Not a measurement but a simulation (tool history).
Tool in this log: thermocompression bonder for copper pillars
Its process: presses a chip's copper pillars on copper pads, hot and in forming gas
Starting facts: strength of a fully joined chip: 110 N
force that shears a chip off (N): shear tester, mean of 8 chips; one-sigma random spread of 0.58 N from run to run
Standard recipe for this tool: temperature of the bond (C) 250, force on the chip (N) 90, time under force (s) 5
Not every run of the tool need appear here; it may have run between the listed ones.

run,hour,temperature of the bond (C),force on the chip (N),time under force (s),force that shears a chip off (N)
1,0.0,250,90,5,78.1
# hour 29.0: forming gas filter changed
2,58.9,250,90,5,84.3
3,121.3,250,90,5,82.6
4,182.8,250,90,5,80.5
5,228.6,250,90,5,79.6
6,292.0,250,90,5,77.7
# hour 315.6: forming gas filter changed
7,355.5,250,90,5,85.0
8,386.7,257,90,5,88.1
9,446.6,250,72,5,73.3
10,503.7,250,72,5,71.2
11,545.6,258,72,5,75.7
12,584.4,258,72,5,73.8
# hour 600.2: forming gas filter changed
13,639.0,258,72,5,81.0
14,688.5,258,72,5,79.7
15,741.1,258,72,5,78.1
16,786.3,258,72,5,77.9
17,841.2,258,72,5,75.9
18,873.4,233,90,5,72.4
# hour 888.7: forming gas filter changed
19,917.3,250,108,5,93.3
20,973.0,250,108,5,93.6
21,1018.0,250,108,5,93.1
22,1046.6,251,84,3,72.2
23,1077.2,250,90,4,80.0
24,1118.4,256,129,4,92.7
25,1156.9,257,69,6,77.3
# hour 1173.7: forming gas filter changed
# hour 1179.4: force cell calibrated
26,1207.2,242,123,11,102.8
27,1257.2,242,123,11,101.5
28,1293.8,268,66,10,90.7
29,1336.9,250,55,7,66.2
30,1389.4,250,55,7,65.8
# hour 1422.1: heater calibrated with a thermocouple chip
31,1441.8,230,90,5,63.1
# hour 1461.8: forming gas filter changed
32,1500.2,230,87,5,66.4
33,1539.2,248,91,9,89.6
34,1587.8,248,91,9,88.4
35,1642.6,227,58,9,54.6
36,1705.1,239,121,6,85.6
# hour 1746.4: forming gas filter changed
37,1760.2,239,121,6,92.5
38,1811.4,228,121,3,71.3
39,1852.4,250,65,3,56.5

3 ways to go on from here, each from the tool as it stands after run 39. What would each give?
A,1905.7,250,71,3,?
B,1905.7,225,57,6,?
C,1905.7,238,65,4,?

run,force that shears a chip off (N)
A,59.1
B,46.7
C,53.6
Had the tool no hidden state, the same runs would have come out as:
run,force that shears a chip off (N)
A,60.2
B,47.3
C,54.4
